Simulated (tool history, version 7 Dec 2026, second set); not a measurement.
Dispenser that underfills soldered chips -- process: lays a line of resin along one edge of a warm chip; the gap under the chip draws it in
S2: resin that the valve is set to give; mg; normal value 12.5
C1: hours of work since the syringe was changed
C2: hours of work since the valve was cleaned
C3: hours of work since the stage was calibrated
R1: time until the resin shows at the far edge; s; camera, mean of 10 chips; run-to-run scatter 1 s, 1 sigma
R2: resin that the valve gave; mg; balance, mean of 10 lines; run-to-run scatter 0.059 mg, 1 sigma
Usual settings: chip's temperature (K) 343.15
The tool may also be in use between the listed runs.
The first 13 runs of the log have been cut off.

At day 3.938: new syringe of resin.
Run 14, day 4.242: usual settings but S2 14.5 mg; C1 6; C2 49; C3 251. Result: R1 119.1 s, R2 14.06 mg.
At day 4.288: new syringe of resin.
Run 15, day 4.521: usual settings but S2 14.5 mg; C1 4; C2 54; C3 256. Result: R1 109.5 s, R2 13.99 mg.
At day 4.650: new syringe of resin.
Run 16, day 4.850: usual settings but S2 14.5 mg; C1 4; C2 60; C3 262. Result: R1 107.1 s, R2 14.04 mg.
At day 5.038: new syringe of resin.
Run 17, day 5.088: usual settings but chip's temperature (K) 342.15; C1 1; C2 64; C3 266. Result: R1 99.9 s, R2 11.94 mg.
At day 5.404: new syringe of resin.
Run 18, day 5.408: usual settings but chip's temperature (K) 342.15; C1 0; C2 70; C3 272. Result: R1 95.9 s, R2 11.96 mg.
At day 5.792: new syringe of resin.
Run 19, day 5.804: usual settings but chip's temperature (K) 342.15; C1 0; C2 77; C3 279. Result: R1 99.6 s, R2 11.86 mg.
At day 6.154: new syringe of resin.
Run 20, day 6.238: usual settings but chip's temperature (K) 342.15; C1 2; C2 85; C3 287. Result: R1 103.4 s, R2 11.85 mg.
At day 6.521: new syringe of resin.
Run 21, day 6.650: usual settings but chip's temperature (K) 342.15; C1 2; C2 92; C3 294. Result: R1 106.7 s, R2 11.77 mg.
At day 6.896: new syringe of resin.
Run 22, day 6.917: usual settings but S2 12.4 mg; C1 0; C2 97; C3 299. Result: R1 92.1 s, R2 11.68 mg.
Run 23, day 7.117: usual settings but chip's temperature (K) 344.15, S2 12.4 mg; C1 4; C2 100; C3 303. Result: R1 108.6 s, R2 11.54 mg.
At day 7.271: new syringe of resin.
Run 24, day 7.504: usual settings but chip's temperature (K) 344.15, S2 12.4 mg; C1 4; C2 107; C3 310. Result: R1 107.1 s, R2 11.59 mg.
At day 7.629: new syringe of resin.
Run 25, day 7.971: usual settings but chip's temperature (K) 356.15, S2 11.1 mg; C1 6; C2 116; C3 318. Result: R1 75.7 s, R2 10.27 mg.
At day 8.004: new syringe of resin.
Run 26, day 8.167: usual settings but chip's temperature (K) 356.15, S2 11.1 mg; C1 3; C2 119; C3 322. Result: R1 63.8 s, R2 10.30 mg.
At day 8.375: new syringe of resin.
Run 27, day 8.583: usual settings; C1 4; C2 127; C3 329. Result: R1 109.5 s, R2 11.53 mg.
At day 8.758: new syringe of resin.
Run 28, day 8.871: usual settings; C1 2; C2 132; C3 334. Result: R1 103.1 s, R2 11.50 mg.
At day 9.125: new syringe of resin.
Run 29, day 9.212: usual settings but chip's temperature (K) 341.15; C1 2; C2 138; C3 340. Result: R1 105.4 s, R2 11.32 mg.
At day 9.483: new syringe of resin.
Run 30, day 9.650: usual settings but chip's temperature (K) 341.15, S2 12.1 mg; C1 3; C2 146; C3 348. Result: R1 119.8 s, R2 10.94 mg.
At day 9.858: dispensing valve cleaned and set on the balance.
At day 9.900: new syringe of resin.
Run 31, day 10.033: usual settings but chip's temperature (K) 341.15, S2 12.1 mg; C1 2; C2 3; C3 354. Result: R1 111.8 s, R2 12.07 mg.
At day 10.279: new syringe of resin.
Run 32, day 10.358: usual settings but S2 15.3 mg; C1 1; C2 9; C3 360. Result: R1 94.5 s, R2 15.18 mg.
Run 33, day 10.567: usual settings but chip's temperature (K) 330.15, S2 14.9 mg; C1 5; C2 13; C3 364. Result: R1 200.5 s, R2 14.70 mg.
At day 10.642: new syringe of resin.
At day 11.004: new syringe of resin.
Run 34, day 11.004: usual settings but chip's temperature (K) 356.15, S2 15.2 mg; C1 0; C2 20; C3 372. Result: R1 51.6 s, R2 14.96 mg.

Consider 4 possible next runs. They are alternatives, not a sequence: every one starts from the tool as it was left by run 34. What does each give?
Run A, day 11.338: usual settings but chip's temperature (K) 337.15, S2 11.6 mg; C1 6; C2 27; C3 378. Result: R1 ?, R2 ?.
Run B, day 11.338: usual settings but chip's temperature (K) 354.15, S2 15.8 mg; C1 6; C2 27; C3 378. Result: R1 ?, R2 ?.
Run C, day 11.338: usual settings but chip's temperature (K) 328.15, S2 12.3 mg; C1 6; C2 27; C3 378. Result: R1 ?, R2 ?.
Run D, day 11.338: usual settings but chip's temperature (K) 335.15, S2 11.4 mg; C1 6; C2 27; C3 378. Result: R1 ?, R2 ?.

run     R1     R2
  A  157.2  11.27
  B   74.6  15.52
  C  232.1  11.99
  D  170.6  11.26
Without the tool's hidden state the same runs would have given:
run     R1     R2
  A  129.0  11.49
  B   61.0  15.81
  C  191.9  12.22
  D  140.3  11.47

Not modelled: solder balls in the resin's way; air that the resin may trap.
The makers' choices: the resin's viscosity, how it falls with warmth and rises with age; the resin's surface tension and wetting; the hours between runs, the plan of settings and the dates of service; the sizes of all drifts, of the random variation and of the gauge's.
